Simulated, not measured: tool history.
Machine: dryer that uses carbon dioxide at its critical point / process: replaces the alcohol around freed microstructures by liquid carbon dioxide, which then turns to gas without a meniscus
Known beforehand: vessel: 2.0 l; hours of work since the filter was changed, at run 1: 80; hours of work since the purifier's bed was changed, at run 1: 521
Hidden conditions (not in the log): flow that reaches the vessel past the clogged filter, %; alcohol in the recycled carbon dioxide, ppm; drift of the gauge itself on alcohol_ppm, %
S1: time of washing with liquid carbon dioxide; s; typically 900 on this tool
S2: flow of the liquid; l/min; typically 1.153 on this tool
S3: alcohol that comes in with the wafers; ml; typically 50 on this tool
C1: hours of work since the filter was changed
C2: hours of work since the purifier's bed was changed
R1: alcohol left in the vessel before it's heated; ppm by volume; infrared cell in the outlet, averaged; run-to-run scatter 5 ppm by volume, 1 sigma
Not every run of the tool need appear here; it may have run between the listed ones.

run,hour,S1,S2,S3,C1,C2,R1
1,0.0,900,1.153,50,80,521,231
2,36.1,900,1.153,50,106,548,249
3,67.4,900,1.153,50,129,571,244
4,99.8,900,1.153,50,153,594,272
5,125.8,900,1.153,50,172,613,285
6,162.8,900,1.153,50,199,640,290
7,194.4,900,1.153,50,222,664,309
8,230.6,900,1.153,50,248,690,315
# hour 234.6: inlet filter changed
9,252.8,900,1.153,50,13,706,296
# hour 275.2: purifier's bed changed
10,291.1,900,1.153,50,39,12,26
11,312.5,900,1.153,50,55,27,44
12,333.2,900,1.153,50,70,42,46
13,358.1,900,1.153,50,88,61,55
14,382.9,900,1.153,50,106,79,69
15,410.9,900,1.153,50,127,99,84
16,439.3,900,1.330,50,148,120,71
17,481.3,900,1.153,57,178,151,129
18,528.3,900,1.153,57,213,185,141
19,572.5,900,1.153,37,245,217,135
# hour 582.5: inlet filter changed
20,614.3,900,1.153,50,23,247,122
21,638.1,900,1.153,50,41,265,136
22,677.8,900,1.153,50,70,294,154
23,707.3,540,0.850,66,91,315,1781
24,749.1,660,1.830,66,122,346,162
25,781.3,660,1.830,66,145,369,175

Estimate the outcome of run 26 from the log above:
26,801.0,660,0.720,79,160,384,?

Logged for run 26: R1 2148 ppm by volume.
Had the tool carried no hidden state, the very same run would have given R1 1391 ppm by volume.
